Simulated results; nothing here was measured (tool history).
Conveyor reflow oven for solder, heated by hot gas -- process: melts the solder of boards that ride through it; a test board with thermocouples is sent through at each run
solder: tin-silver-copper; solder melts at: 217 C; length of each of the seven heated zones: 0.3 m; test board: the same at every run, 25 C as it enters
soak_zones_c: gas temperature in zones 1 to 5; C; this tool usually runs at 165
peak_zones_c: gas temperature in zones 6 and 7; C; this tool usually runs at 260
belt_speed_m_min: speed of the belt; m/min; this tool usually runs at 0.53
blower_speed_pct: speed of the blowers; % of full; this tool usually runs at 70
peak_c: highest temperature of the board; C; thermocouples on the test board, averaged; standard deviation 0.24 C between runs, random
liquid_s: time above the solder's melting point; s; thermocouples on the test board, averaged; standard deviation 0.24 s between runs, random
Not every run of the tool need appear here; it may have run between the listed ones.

run,hour,soak_zones_c,peak_zones_c,belt_speed_m_min,blower_speed_pct,peak_c,liquid_s
1,0,165,260,0.53,70,244.4,42.4
2,21.8,165,260,0.53,56,241.2,38.8
3,38.5,165,260,0.53,56,241.4,39.2
# hour 49.7: flux residue cleaned out of gas plates and filters
4,53.1,165,260,0.53,70,247.5,45.2
5,69.7,165,260,0.53,70,247.6,45.7
# hour 75: belt drive overhauled, speed set with a stopwatch
6,84.2,165,260,0.53,76,248.1,46.2
7,97.1,165,260,0.53,88,249.7,47.9
8,114.3,165,260,0.53,88,249.5,48.6
9,135.9,165,260,0.53,88,249.7,48.2
10,156.4,165,260,0.445,88,254.6,62
11,179.8,165,260,0.445,88,254,62.2
# hour 184.9: belt drive overhauled, speed set with a stopwatch, once more
12,204.7,165,264,0.503,70,251.6,50.2

Selected run-to-run steps in peak_c, each split into two signed amounts: the part the tool would show with no hidden state at all (from settings, incoming material and random variation), and the remainder, which goes to the hidden state together with any gauge scatter not common to the measured and the hidden-state-free results:
Hidden state at play: heat that the gas passes to the board, % of a clean oven's; belt's true speed, % of the reading; true gas temperature in zones 6 and 7 over the reading, C; drift of the gauge itself on peak_c, C; drift of the gauge itself on liquid_s, %.
Run 3 -> 4: blower_speed_pct 56 -> 70, flux residue cleaned out of gas plates and filters. peak_c +6.1 C: hidden state +3, all else +3.1.

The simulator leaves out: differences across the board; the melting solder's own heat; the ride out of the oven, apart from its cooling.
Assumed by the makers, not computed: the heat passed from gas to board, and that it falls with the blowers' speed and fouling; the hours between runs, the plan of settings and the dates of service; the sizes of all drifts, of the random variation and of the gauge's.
